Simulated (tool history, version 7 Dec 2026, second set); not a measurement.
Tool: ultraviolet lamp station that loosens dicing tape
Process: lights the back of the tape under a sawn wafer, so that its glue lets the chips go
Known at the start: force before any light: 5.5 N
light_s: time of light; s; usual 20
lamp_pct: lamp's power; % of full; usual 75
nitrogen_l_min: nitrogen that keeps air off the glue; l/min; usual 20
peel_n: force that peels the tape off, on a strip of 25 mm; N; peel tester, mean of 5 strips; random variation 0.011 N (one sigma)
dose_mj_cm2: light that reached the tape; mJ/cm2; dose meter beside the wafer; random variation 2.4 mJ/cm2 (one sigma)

run 1 hour=0 | light_s=20 lamp_pct=75 nitrogen_l_min=20 | peel_n=0.486 dose_mj_cm2=259
run 2 hour=64.6 | light_s=20 lamp_pct=75 nitrogen_l_min=28 | peel_n=0.374 dose_mj_cm2=263
-- hour=89.1 lamp changed
run 3 hour=156.5 | light_s=20 lamp_pct=96 nitrogen_l_min=20 | peel_n=0.278 dose_mj_cm2=341
run 4 hour=210.2 | light_s=20 lamp_pct=75 nitrogen_l_min=21 | peel_n=0.436 dose_mj_cm2=262
-- hour=272.7 window cleaned of glue's vapour
run 5 hour=298.7 | light_s=20 lamp_pct=75 nitrogen_l_min=20 | peel_n=0.478 dose_mj_cm2=264
run 6 hour=349.8 | light_s=20 lamp_pct=75 nitrogen_l_min=20 | peel_n=0.471 dose_mj_cm2=265
run 7 hour=436.4 | light_s=20 lamp_pct=75 nitrogen_l_min=20 | peel_n=0.462 dose_mj_cm2=262
run 8 hour=492.9 | light_s=20 lamp_pct=75 nitrogen_l_min=20 | peel_n=0.464 dose_mj_cm2=263
run 9 hour=587 | light_s=20 lamp_pct=75 nitrogen_l_min=20 | peel_n=0.466 dose_mj_cm2=265
-- hour=608.6 window cleaned of glue's vapour
run 10 hour=662.9 | light_s=20 lamp_pct=75 nitrogen_l_min=20 | peel_n=0.468 dose_mj_cm2=264
run 11 hour=728.5 | light_s=20 lamp_pct=75 nitrogen_l_min=31 | peel_n=0.344 dose_mj_cm2=264
run 12 hour=797.7 | light_s=20 lamp_pct=75 nitrogen_l_min=31 | peel_n=0.341 dose_mj_cm2=263
run 13 hour=868.2 | light_s=20 lamp_pct=75 nitrogen_l_min=31 | peel_n=0.348 dose_mj_cm2=262
run 14 hour=914.8 | light_s=20 lamp_pct=75 nitrogen_l_min=31 | peel_n=0.354 dose_mj_cm2=265
-- hour=943.6 window cleaned of glue's vapour
run 15 hour=1008.5 | light_s=20 lamp_pct=75 nitrogen_l_min=37 | peel_n=0.301 dose_mj_cm2=263
run 16 hour=1100.8 | light_s=30 lamp_pct=75 nitrogen_l_min=6 | peel_n=0.53 dose_mj_cm2=395
run 17 hour=1141.5 | light_s=30 lamp_pct=75 nitrogen_l_min=6 | peel_n=0.525 dose_mj_cm2=397
run 18 hour=1228 | light_s=22 lamp_pct=76 nitrogen_l_min=20 | peel_n=0.368 dose_mj_cm2=292
-- hour=1278.9 window cleaned of glue's vapour
run 19 hour=1287.8 | light_s=19 lamp_pct=75 nitrogen_l_min=20 | peel_n=0.535 dose_mj_cm2=253
run 20 hour=1338.2 | light_s=19 lamp_pct=75 nitrogen_l_min=20 | peel_n=0.517 dose_mj_cm2=251
run 21 hour=1386 | light_s=14 lamp_pct=86 nitrogen_l_min=20 | peel_n=0.722 dose_mj_cm2=210
run 22 hour=1469.5 | light_s=25 lamp_pct=75 nitrogen_l_min=38 | peel_n=0.195 dose_mj_cm2=327
run 23 hour=1538.7 | light_s=20 lamp_pct=75 nitrogen_l_min=21 | peel_n=0.465 dose_mj_cm2=267
run 24 hour=1603.7 | light_s=20 lamp_pct=75 nitrogen_l_min=21 | peel_n=0.451 dose_mj_cm2=262
-- hour=1618.9 window cleaned of glue's vapour
run 25 hour=1655 | light_s=21 lamp_pct=75 nitrogen_l_min=21 | peel_n=0.409 dose_mj_cm2=275
run 26 hour=1730.9 | light_s=20 lamp_pct=75 nitrogen_l_min=21 | peel_n=0.458 dose_mj_cm2=266
run 27 hour=1776.3 | light_s=21 lamp_pct=64 nitrogen_l_min=20 | peel_n=0.607 dose_mj_cm2=233
run 28 hour=1865 | light_s=36 lamp_pct=70 nitrogen_l_min=20 | peel_n=0.171 dose_mj_cm2=445

Forecast each of these 4 alternatives for the next run:
-- hour=1955 window cleaned of glue's vapour
run A hour=1960 | light_s=27 lamp_pct=62 nitrogen_l_min=27 | peel_n=? dose_mj_cm2=?
-- hour=1955 window cleaned of glue's vapour
run B hour=1960 | light_s=12 lamp_pct=74 nitrogen_l_min=27 | peel_n=? dose_mj_cm2=?
-- hour=1955 window cleaned of glue's vapour
run C hour=1960 | light_s=32 lamp_pct=70 nitrogen_l_min=23 | peel_n=? dose_mj_cm2=?
-- hour=1955 window cleaned of glue's vapour
run D hour=1960 | light_s=34 lamp_pct=70 nitrogen_l_min=6 | peel_n=? dose_mj_cm2=?

run=A peel_n=0.305 dose_mj_cm2=293
run=B peel_n=1.031 dose_mj_cm2=153
run=C peel_n=0.189 dose_mj_cm2=393
run=D peel_n=0.47 dose_mj_cm2=423
Without the tool's hidden state the same runs would have given:
run=A peel_n=0.302 dose_mj_cm2=294
run=B peel_n=1.023 dose_mj_cm2=154
run=C peel_n=0.188 dose_mj_cm2=394
run=D peel_n=0.466 dose_mj_cm2=425

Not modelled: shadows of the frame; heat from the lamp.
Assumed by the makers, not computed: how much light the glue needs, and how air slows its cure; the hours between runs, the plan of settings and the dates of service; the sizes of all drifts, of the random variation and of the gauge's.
